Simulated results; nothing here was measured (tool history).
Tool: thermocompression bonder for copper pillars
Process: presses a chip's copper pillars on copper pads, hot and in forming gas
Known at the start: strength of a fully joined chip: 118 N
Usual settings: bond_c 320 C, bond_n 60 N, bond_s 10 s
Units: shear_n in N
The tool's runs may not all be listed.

{"run": 1, "hour": 0.0, "bond_c": 320, "bond_n": 60, "bond_s": 10, "shear_n": 70.9}
{"run": 2, "hour": 30.5, "bond_c": 320, "bond_n": 60, "bond_s": 20, "shear_n": 85.7}
{"run": 3, "hour": 75.5, "bond_c": 320, "bond_n": 60, "bond_s": 20, "shear_n": 84.8}
{"run": 4, "hour": 138.9, "bond_c": 320, "bond_n": 60, "bond_s": 20, "shear_n": 84.3}
{"run": 5, "hour": 166.6, "bond_c": 320, "bond_n": 60, "bond_s": 20, "shear_n": 85.2}
{"run": 6, "hour": 223.0, "bond_c": 320, "bond_n": 60, "bond_s": 20, "shear_n": 84.6}
{"run": 7, "hour": 276.1, "bond_c": 320, "bond_n": 60, "bond_s": 10, "shear_n": 69.9}
{"run": 8, "hour": 321.3, "bond_c": 320, "bond_n": 60, "bond_s": 10, "shear_n": 70.3}
{"run": 9, "hour": 347.0, "bond_c": 320, "bond_n": 60, "bond_s": 10, "shear_n": 70}
{"run": 10, "hour": 390.1, "bond_c": 320, "bond_n": 60, "bond_s": 10, "shear_n": 71.3}
{"run": 11, "hour": 448.1, "bond_c": 320, "bond_n": 60, "bond_s": 10, "shear_n": 69.3}
{"hour": 500.5, "done": "forming gas filter changed"}
{"run": 12, "hour": 505.0, "bond_c": 316, "bond_n": 48, "bond_s": 10, "shear_n": 58.2}
{"run": 13, "hour": 552.9, "bond_c": 316, "bond_n": 48, "bond_s": 10, "shear_n": 59.6}
{"run": 14, "hour": 583.3, "bond_c": 315, "bond_n": 48, "bond_s": 25, "shear_n": 78.4}
{"run": 15, "hour": 635.5, "bond_c": 315, "bond_n": 48, "bond_s": 25, "shear_n": 78.2}
{"run": 16, "hour": 687.5, "bond_c": 320, "bond_n": 60, "bond_s": 8, "shear_n": 66}
{"run": 17, "hour": 730.7, "bond_c": 336, "bond_n": 55, "bond_s": 19, "shear_n": 89.8}

Run 18 comes next. What will it give?
{"run": 18, "hour": 765.8, "bond_c": 293, "bond_n": 55, "bond_s": 19, "shear_n": "?"}

shear_n: 62.2 N
Without the tool's hidden state the same run would have given shear_n 62.1 N.

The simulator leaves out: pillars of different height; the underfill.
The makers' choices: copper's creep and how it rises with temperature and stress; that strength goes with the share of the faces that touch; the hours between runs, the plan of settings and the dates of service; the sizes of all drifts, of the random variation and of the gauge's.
